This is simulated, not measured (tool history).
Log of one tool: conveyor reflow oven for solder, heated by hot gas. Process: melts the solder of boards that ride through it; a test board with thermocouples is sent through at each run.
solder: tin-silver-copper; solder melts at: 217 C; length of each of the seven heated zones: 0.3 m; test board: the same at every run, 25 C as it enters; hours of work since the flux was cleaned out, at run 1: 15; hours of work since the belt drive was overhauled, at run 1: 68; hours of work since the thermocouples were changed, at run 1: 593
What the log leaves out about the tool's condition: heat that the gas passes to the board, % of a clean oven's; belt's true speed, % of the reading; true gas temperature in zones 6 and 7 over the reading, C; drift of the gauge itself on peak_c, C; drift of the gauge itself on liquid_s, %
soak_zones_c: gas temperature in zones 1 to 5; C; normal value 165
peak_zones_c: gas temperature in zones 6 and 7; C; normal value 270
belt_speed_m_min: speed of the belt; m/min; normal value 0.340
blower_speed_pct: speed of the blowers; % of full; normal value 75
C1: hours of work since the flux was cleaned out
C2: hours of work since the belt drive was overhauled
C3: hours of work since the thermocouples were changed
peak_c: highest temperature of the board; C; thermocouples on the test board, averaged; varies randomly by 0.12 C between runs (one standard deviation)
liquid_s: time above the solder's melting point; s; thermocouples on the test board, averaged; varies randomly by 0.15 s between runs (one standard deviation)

run 1 hour=0.0 | soak_zones_c=165 peak_zones_c=270 belt_speed_m_min=0.340 blower_speed_pct=75 | C1=15 C2=68 C3=593 | peak_c=256.9 liquid_s=80.6
run 2 hour=16.9 | soak_zones_c=165 peak_zones_c=270 belt_speed_m_min=0.340 blower_speed_pct=72 | C1=22 C2=75 C3=600 | peak_c=256.1 liquid_s=79.7
run 3 hour=34.4 | soak_zones_c=165 peak_zones_c=270 belt_speed_m_min=0.340 blower_speed_pct=72 | C1=30 C2=83 C3=608 | peak_c=256.1 liquid_s=79.3
run 4 hour=49.2 | soak_zones_c=165 peak_zones_c=270 belt_speed_m_min=0.340 blower_speed_pct=75 | C1=36 C2=90 C3=615 | peak_c=256.8 liquid_s=79.9
run 5 hour=66.0 | soak_zones_c=165 peak_zones_c=265 belt_speed_m_min=0.340 blower_speed_pct=75 | C1=44 C2=97 C3=622 | peak_c=252.1 liquid_s=76.3
run 6 hour=81.4 | soak_zones_c=165 peak_zones_c=265 belt_speed_m_min=0.340 blower_speed_pct=75 | C1=50 C2=104 C3=629 | peak_c=252.0 liquid_s=75.9
run 7 hour=93.1 | soak_zones_c=165 peak_zones_c=265 belt_speed_m_min=0.340 blower_speed_pct=75 | C1=55 C2=109 C3=634 | peak_c=252.3 liquid_s=76.1
run 8 hour=111.7 | soak_zones_c=165 peak_zones_c=265 belt_speed_m_min=0.340 blower_speed_pct=75 | C1=64 C2=117 C3=642 | peak_c=251.9 liquid_s=75.9
run 9 hour=121.5 | soak_zones_c=165 peak_zones_c=270 belt_speed_m_min=0.340 blower_speed_pct=86 | C1=68 C2=121 C3=646 | peak_c=258.9 liquid_s=82.6
run 10 hour=140.7 | soak_zones_c=161 peak_zones_c=277 belt_speed_m_min=0.325 blower_speed_pct=90 | C1=76 C2=130 C3=655 | peak_c=266.8 liquid_s=91.2
-- hour=146.7 belt drive overhauled, speed set with a stopwatch
run 11 hour=160.2 | soak_zones_c=161 peak_zones_c=277 belt_speed_m_min=0.325 blower_speed_pct=90 | C1=83 C2=6 C3=662 | peak_c=266.5 liquid_s=91.3
run 12 hour=174.3 | soak_zones_c=161 peak_zones_c=277 belt_speed_m_min=0.325 blower_speed_pct=90 | C1=89 C2=12 C3=668 | peak_c=266.3 liquid_s=91.4
run 13 hour=189.2 | soak_zones_c=165 peak_zones_c=270 belt_speed_m_min=0.340 blower_speed_pct=75 | C1=96 C2=19 C3=675 | peak_c=256.2 liquid_s=79.8
run 14 hour=201.6 | soak_zones_c=165 peak_zones_c=274 belt_speed_m_min=0.335 blower_speed_pct=75 | C1=101 C2=24 C3=680 | peak_c=260.3 liquid_s=84.5
-- hour=225.4 belt drive overhauled, speed set with a stopwatch, once more
run 15 hour=226.4 | soak_zones_c=172 peak_zones_c=274 belt_speed_m_min=0.335 blower_speed_pct=85 | C1=111 C2=0 C3=689 | peak_c=262.9 liquid_s=90.1

Predict each of these 5 candidate next runs independently; none follows another, all start after run 15:
run A hour=245.8 | soak_zones_c=172 peak_zones_c=270 belt_speed_m_min=0.335 blower_speed_pct=85 | C1=119 C2=9 C3=698 | peak_c=? liquid_s=?
run B hour=245.8 | soak_zones_c=172 peak_zones_c=274 belt_speed_m_min=0.335 blower_speed_pct=52 | C1=119 C2=9 C3=698 | peak_c=? liquid_s=?
run C hour=245.8 | soak_zones_c=177 peak_zones_c=274 belt_speed_m_min=0.335 blower_speed_pct=85 | C1=119 C2=9 C3=698 | peak_c=? liquid_s=?
run D hour=245.8 | soak_zones_c=172 peak_zones_c=260 belt_speed_m_min=0.342 blower_speed_pct=85 | C1=119 C2=9 C3=698 | peak_c=? liquid_s=?
run E hour=245.8 | soak_zones_c=162 peak_zones_c=270 belt_speed_m_min=0.340 blower_speed_pct=75 | C1=119 C2=9 C3=698 | peak_c=? liquid_s=?

run=A peak_c=259.4 liquid_s=87.2
run=B peak_c=254.5 liquid_s=80.2
run=C peak_c=263.6 liquid_s=92.4
run=D peak_c=249.9 liquid_s=77.1
run=E peak_c=255.7 liquid_s=77.6
What these runs would have given with no unlogged condition in the tool:
run=A peak_c=259.5 liquid_s=87.7
run=B peak_c=254.6 liquid_s=80.6
run=C peak_c=263.6 liquid_s=92.7
run=D peak_c=249.9 liquid_s=77.8
run=E peak_c=255.9 liquid_s=78.3
